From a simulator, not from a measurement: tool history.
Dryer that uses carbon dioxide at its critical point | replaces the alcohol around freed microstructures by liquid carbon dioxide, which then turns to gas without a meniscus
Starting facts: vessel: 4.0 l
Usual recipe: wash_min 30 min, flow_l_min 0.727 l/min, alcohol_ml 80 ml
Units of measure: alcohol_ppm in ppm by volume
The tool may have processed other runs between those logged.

run,hour,wash_min,flow_l_min,alcohol_ml,alcohol_ppm
1,0,30,0.727,80,233
2,11.5,30,0.727,80,227
3,20.1,30,0.727,80,237
4,31.3,30,0.727,80,257
5,44.5,30,0.727,22,78
6,58.1,30,0.727,22,78
7,71.1,30,0.727,22,89
8,77.5,21,1.172,26,60
9,89,21,1.172,26,54
10,97.2,30,0.727,26,101
11,106.9,30,0.727,26,109
12,114.7,30,0.727,26,109
13,123.1,36,0.727,109,176

4 ways to go on from here, each from the tool as it stands after run 13. What would each give?
A,129.4,29,1.106,114,?
B,129.4,20,0.928,35,?
C,129.4,27,0.491,76,?
D,129.4,36,1.026,57,?

run,alcohol_ppm
A,69
B,238
C,1432
D,38
Without the tool's unlogged condition, the same runs would have read:
run,alcohol_ppm
A,34
B,168
C,1162
D,15
